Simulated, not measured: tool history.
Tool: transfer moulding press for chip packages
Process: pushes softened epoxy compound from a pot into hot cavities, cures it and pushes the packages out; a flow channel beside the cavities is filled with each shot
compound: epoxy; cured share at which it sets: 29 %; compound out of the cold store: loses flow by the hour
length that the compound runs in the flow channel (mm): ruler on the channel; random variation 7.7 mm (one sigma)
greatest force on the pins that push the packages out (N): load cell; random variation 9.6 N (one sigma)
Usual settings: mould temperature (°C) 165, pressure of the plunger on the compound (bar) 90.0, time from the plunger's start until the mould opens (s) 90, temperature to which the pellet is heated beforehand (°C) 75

run    hour  mould temperature (°C)  pressure of the plunger on the compound (bar)  time from the plunger's start until the mould opens (s)  temperature to which the pellet is heated beforehand (°C)  incoming compound's hours out of the cold store  length that the compound runs in the flow channel (mm)  greatest force on the pins that push the packages out (N)
  1     0.0                     165                                           90.0                                                       90                                                         75                                             32.4                                                     801                                                        623
        9.6  -- cavities cleaned with cleaning compound and waxed
  2    51.1                     165                                           90.0                                                       90                                                         75                                             15.7                                                     876                                                        663
       69.5  -- cavities cleaned with cleaning compound and waxed
  3   108.6                     165                                           90.0                                                       90                                                         75                                             10.0                                                     864                                                        648
      130.0  -- cavities cleaned with cleaning compound and waxed
  4   169.1                     165                                           90.0                                                       90                                                         75                                             27.8                                                     800                                                        605
      186.5  -- cavities cleaned with cleaning compound and waxed
  5   220.3                     165                                           97.6                                                       90                                                         75                                             37.0                                                     791                                                        612
      241.8  -- cavities cleaned with cleaning compound and waxed
  6   255.4                     165                                           97.6                                                       90                                                         75                                             32.4                                                     808                                                        499
      297.4  -- cavities cleaned with cleaning compound and waxed
  7   312.3                     165                                           97.6                                                       90                                                         75                                             20.4                                                     848                                                        521
  8   346.7                     170                                           90.0                                                       90                                                         75                                             17.3                                                     796                                                        498
      352.3  -- cavities cleaned with cleaning compound and waxed
      409.2  -- cavities cleaned with cleaning compound and waxed
  9   425.0                     165                                          108.2                                                       90                                                         75                                             30.3                                                     825                                                        493
 10   456.5                     167                                           90.0                                                       90                                                         75                                             36.5                                                     730                                                        558
      465.9  -- cavities cleaned with cleaning compound and waxed
 11   511.0                     165                                           90.0                                                       90                                                         75                                              9.4                                                     827                                                        712
      517.2  -- plunger's sealing rings changed
      525.5  -- cavities cleaned with cleaning compound and waxed
      583.6  -- cavities cleaned with cleaning compound and waxed
 12   590.0                     165                                           90.0                                                       90                                                         75                                             43.4                                                     782                                                        456
      595.2  -- mould's thermocouples calibrated
      643.9  -- cavities cleaned with cleaning compound and waxed
 13   643.9                     165                                           90.0                                                       90                                                         75                                             43.4                                                     777                                                        412
 14   690.4                     165                                           90.0                                                       90                                                         75                                             36.2                                                     806                                                        641
      702.3  -- cavities cleaned with cleaning compound and waxed
 15   731.0                     165                                           90.0                                                       90                                                         75                                             10.1                                                     897                                                        615
      758.4  -- cavities cleaned with cleaning compound and waxed
 16   765.3                     172                                           90.0                                                       90                                                         78                                             31.6                                                     778                                                        319
 17   802.3                     172                                           90.0                                                       90                                                         78                                             34.0                                                     750                                                        454
      816.6  -- cavities cleaned with cleaning compound and waxed
 18   844.8                     171                                           95.4                                                      106                                                         82                                             26.3                                                     812                                                        374
      871.8  -- cavities cleaned with cleaning compound and waxed
 19   890.6                     158                                          106.8                                                       90                                                         75                                             28.5                                                     899                                                        988
      926.7  -- cavities cleaned with cleaning compound and waxed
 20   937.7                     162                                           79.1                                                       90                                                         75                                             36.3                                                     722                                                        630
      984.4  -- cavities cleaned with cleaning compound and waxed
 21   988.2                     168                                           98.4                                                       90                                                         69                                             32.5                                                     803                                                        368
 22  1019.2                     165                                           70.2                                                       90                                                         75                                             45.3                                                     649                                                        572
     1034.1  -- mould's thermocouples calibrated, once more
     1046.2  -- cavities cleaned with cleaning compound and waxed
 23  1071.0                     161                                           80.9                                                      125                                                         71                                             46.2                                                     707                                                        399
     1106.7  -- cavities cleaned with cleaning compound and waxed
 24  1133.0                     165                                           86.6                                                       90                                                         75                                             26.6                                                     757                                                        577
     1162.1  -- cavities cleaned with cleaning compound and waxed
 25  1194.9                     165                                           86.6                                                       77                                                         75                                             38.3                                                     709                                                        895

Hidden state or all else? Some run-to-run changes of length that the compound runs in the flow channel (mm), split into what the settings, what came in and random variation would give without the hidden state, and what is left for the hidden state (with any gauge scatter that isn't in both results):
The hidden state here: true mould temperature over the reading, C; pressure that reaches the compound, % of what is set; grip of the stained cavities, % over clean ones'; drift of the gauge itself on flow_mm, %; drift of the gauge itself on push_out_n, %.
Run 10 -> 11: mould temperature (°C) 167 -> 165, cavities cleaned with cleaning compound and waxed. length that the compound runs in the flow channel (mm) +97: hidden state -21, all else +118.
Run 11 -> 12: plunger's sealing rings changed, cavities cleaned with cleaning compound and waxed, cavities cleaned with cleaning compound and waxed. length that the compound runs in the flow channel (mm) -45: hidden state +96, all else -141.
Run 19 -> 20: mould temperature (°C) 158 -> 162, pressure of the plunger on the compound (bar) 106.8 -> 79.1, cavities cleaned with cleaning compound and waxed. length that the compound runs in the flow channel (mm) -177: hidden state +5, all else -182.
Run 21 -> 22: mould temperature (°C) 168 -> 165, pressure of the plunger on the compound (bar) 98.4 -> 70.2, temperature to which the pellet is heated beforehand (°C) 69 -> 75. length that the compound runs in the flow channel (mm) -154: hidden state +9, all else -163.
